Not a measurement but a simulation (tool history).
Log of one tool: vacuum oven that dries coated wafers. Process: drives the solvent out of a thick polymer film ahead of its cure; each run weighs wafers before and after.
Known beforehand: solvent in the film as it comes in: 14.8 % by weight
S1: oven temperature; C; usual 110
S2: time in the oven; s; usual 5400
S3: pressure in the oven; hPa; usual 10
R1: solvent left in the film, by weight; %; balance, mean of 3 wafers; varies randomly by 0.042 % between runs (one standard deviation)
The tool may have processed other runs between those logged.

Run 1, hour 0: usual settings. Result: R1 1.48 %.
Run 2, hour 14.8: usual settings. Result: R1 1.51 %.
Run 3, hour 39.7: usual settings. Result: R1 1.42 %.
Run 4, hour 61: usual settings. Result: R1 1.39 %.
Run 5, hour 88.3: usual settings. Result: R1 1.46 %.
Run 6, hour 106.9: usual settings. Result: R1 1.38 %.
Run 7, hour 132.2: usual settings. Result: R1 1.53 %.
Run 8, hour 162.1: usual settings. Result: R1 1.36 %.
Run 9, hour 189.1: usual settings. Result: R1 1.52 %.
Run 10, hour 201.8: usual settings. Result: R1 1.39 %.
Run 11, hour 218.2: usual settings. Result: R1 1.38 %.
Run 12, hour 247.9: usual settings. Result: R1 1.37 %.
Run 13, hour 262.7: usual settings. Result: R1 1.47 %.
Run 14, hour 287.6: usual settings. Result: R1 1.49 %.
Run 15, hour 312.1: usual settings. Result: R1 1.49 %.
Run 16, hour 332.7: usual settings. Result: R1 1.42 %.
Run 17, hour 361.6: usual settings but S3 7.2 hPa. Result: R1 1.39 %.
Run 18, hour 379.8: usual settings but S3 7.2 hPa. Result: R1 1.38 %.
Run 19, hour 404.8: usual settings but S3 7.2 hPa. Result: R1 1.37 %.
Run 20, hour 433.8: usual settings but S1 107 C. Result: R1 2.13 %.
Run 21, hour 461.2: usual settings but S1 107 C. Result: R1 2.06 %.
Run 22, hour 491.2: usual settings but S1 107 C. Result: R1 2.03 %.
Run 23, hour 515.5: usual settings. Result: R1 1.4 %.
Run 24, hour 535.7: usual settings. Result: R1 1.47 %.
Run 25, hour 556.8: usual settings. Result: R1 1.4 %.
Run 26, hour 570.7: usual settings. Result: R1 1.44 %.
Run 27, hour 590: usual settings but S1 123 C, S2 3660 s, S3 26.9 hPa. Result: R1 0.73 %.
Run 28, hour 619.5: usual settings but S1 112 C, S3 15 hPa. Result: R1 1.13 %.
Run 29, hour 632.4: usual settings but S1 111 C, S2 2940 s, S3 8.6 hPa. Result: R1 3.42 %.
Run 30, hour 650.8: usual settings but S1 111 C, S2 2940 s, S3 8.6 hPa. Result: R1 3.32 %.
Run 31, hour 679.8: usual settings but S1 113 C, S2 6840 s, S3 8.6 hPa. Result: R1 0.61 %.
Run 32, hour 699.2: usual settings but S1 105 C, S2 6840 s, S3 12.6 hPa. Result: R1 1.85 %.
Run 33, hour 723.2: usual settings but S1 116 C, S2 7380 s, S3 12.6 hPa. Result: R1 0.35 %.
Run 34, hour 747: usual settings but S1 101 C, S2 7380 s, S3 23.5 hPa. Result: R1 2.96 %.
Run 35, hour 775.8: usual settings but S1 101 C, S2 7380 s, S3 23.5 hPa. Result: R1 2.94 %.
Run 36, hour 801.5: usual settings but S1 108 C, S2 7380 s, S3 11.6 hPa. Result: R1 1.05 %.
Run 37, hour 820.3: usual settings but S1 125 C, S2 7380 s, S3 29.8 hPa. Result: R1 0.44 %.
Run 38, hour 842.4: usual settings but S1 125 C, S2 7380 s, S3 29.8 hPa. Result: R1 0.44 %.
Run 39, hour 860.2: usual settings but S1 125 C, S2 7380 s, S3 29.8 hPa. Result: R1 0.45 %.
Run 40, hour 890.1: usual settings but S1 98 C, S2 2940 s, S3 27.7 hPa. Result: R1 7.54 %.
Run 41, hour 910.7: usual settings but S1 107 C, S2 2940 s, S3 38.3 hPa. Result: R1 5.02 %.
Run 42, hour 928.8: usual settings but S1 107 C, S2 2940 s, S3 38.3 hPa. Result: R1 5.07 %.
Run 43, hour 954.5: usual settings but S1 96 C, S2 6960 s, S3 22.1 hPa. Result: R1 4.58 %.
Run 44, hour 983.3: usual settings but S1 96 C, S2 6960 s, S3 22.1 hPa. Result: R1 4.51 %.
Run 45, hour 1008.4: usual settings but S2 8340 s. Result: R1 0.57 %.
Run 46, hour 1028.4: usual settings but S2 2940 s, S3 24.2 hPa. Result: R1 4.04 %.
Run 47, hour 1053.2: usual settings but S1 95 C, S2 7020 s, S3 13.2 hPa. Result: R1 4.65 %.

4 options for the next run, each taken on its own from the tool as it stands now. Forecast them:
Run A, hour 1084: usual settings but S3 8.7 hPa. Result: R1 ?.
Run B, hour 1084: usual settings but S1 100 C, S2 7020 s, S3 10.5 hPa. Result: R1 ?.
Run C, hour 1084: usual settings but S1 108 C, S2 3000 s. Result: R1 ?.
Run D, hour 1084: usual settings but S1 95 C, S2 8760 s, S3 13.2 hPa. Result: R1 ?.

run    R1
  A  1.51
  B  3.07
  C  4.21
  D  3.87
Take away the tool's hidden state, keep each run's random variation, and the runs would have read:
run    R1
  A  1.49
  B  3.04
  C  4.19
  D  3.84

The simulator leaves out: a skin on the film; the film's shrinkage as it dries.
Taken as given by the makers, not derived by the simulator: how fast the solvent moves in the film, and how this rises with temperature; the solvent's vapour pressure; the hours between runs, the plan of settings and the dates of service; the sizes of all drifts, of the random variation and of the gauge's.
